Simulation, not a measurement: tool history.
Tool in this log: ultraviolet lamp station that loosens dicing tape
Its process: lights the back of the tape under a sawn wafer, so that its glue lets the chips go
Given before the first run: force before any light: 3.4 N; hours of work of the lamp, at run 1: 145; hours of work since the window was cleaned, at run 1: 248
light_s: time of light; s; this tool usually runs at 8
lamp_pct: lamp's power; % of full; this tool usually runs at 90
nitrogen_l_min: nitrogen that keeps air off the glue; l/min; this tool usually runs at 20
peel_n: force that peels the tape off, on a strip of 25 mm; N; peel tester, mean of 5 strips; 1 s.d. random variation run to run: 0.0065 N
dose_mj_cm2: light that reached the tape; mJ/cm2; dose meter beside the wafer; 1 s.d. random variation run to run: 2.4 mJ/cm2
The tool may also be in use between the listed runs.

run   hour  light_s  lamp_pct  nitrogen_l_min  hours of work of the lamp  hours of work since the window was cleaned  peel_n  dose_mj_cm2
  1      0        8        90              20                        145                                         248   0.244          221
  2      7        8        90               7                        149                                         252   0.479          221
  3   13.3        8        90               7                        154                                         257    0.49          216
  4   22.2        8        90              20                        160                                         263   0.256          219
  5     28        8        90              20                        164                                         267    0.25          220
  6   38.7        8        90              20                        171                                         274   0.249          218
  7   43.6        9        90              20                        175                                         277   0.224          246
  8   50.2        9        90              20                        179                                         282   0.203          241
  9   55.7        9        61              20                        183                                         286   0.396          168
 10   62.5        9        61              20                        187                                         290    0.39          165
 11   71.3        9        61              20                        194                                         296   0.406          164
 12   81.7        9        61              20                        201                                         303   0.403          162
 13   86.8       10        90              20                        204                                         307   0.203          267
 14   96.2        8        90              20                        211                                         313    0.27          211
 15  101.1        8        90              20                        214                                         317   0.267          211
 16  106.2       10        90              28                        217                                         320   0.182          264
 17  117.1        7        66              20                        225                                         328   0.542          136
 18  127.9        9        90              20                        232                                         335   0.241          233
 19  138.4       12        77              10                        239                                         342    0.28          268
 20    144        8        78              10                        243                                         346   0.535          179
 21  151.6        8        78              10                        248                                         351    0.53          174
 22  157.4        8        78              10                        252                                         355   0.553          180
 23  166.6        5        90              32                        259                                         361   0.454          127
 24  173.3        8        90               8                        263                                         366   0.484          201
 25  178.4       13        91              20                        267                                         370   0.161          336
 26  184.1        8        86              20                        271                                         373   0.305          192
 27  189.2        8        86              20                        274                                         377   0.319          193
 28  194.5       10        87              23                        278                                         381   0.212          246

Same runs, no hidden state in the tool, same run-to-run variation:
Unlogged tool condition in this case: lamp's light, % of a new lamp's; light that the window lets through, % of a clean one's; drift of the gauge itself on peel_n, %; drift of the gauge itself on dose_mj_cm2, %.
run  peel_n  dose_mj_cm2
  1   0.206          253
  2   0.384          254
  3   0.392          250
  4   0.212          254
  5   0.206          255
  6   0.203          255
  7    0.19          288
  8   0.169          283
  9   0.305          197
 10   0.298          195
 11    0.31          195
 12   0.305          193
 13   0.174          320
 14   0.211          254
 15   0.208          255
 16   0.161          319
 17   0.399          165
 18   0.193          286
 19   0.211          329
 20   0.385          221
 21   0.378          216
 22   0.393          223
 23   0.319          158
 24   0.338          252
 25   0.148          421
 26   0.219          242
 27   0.233          244
 28   0.171          310
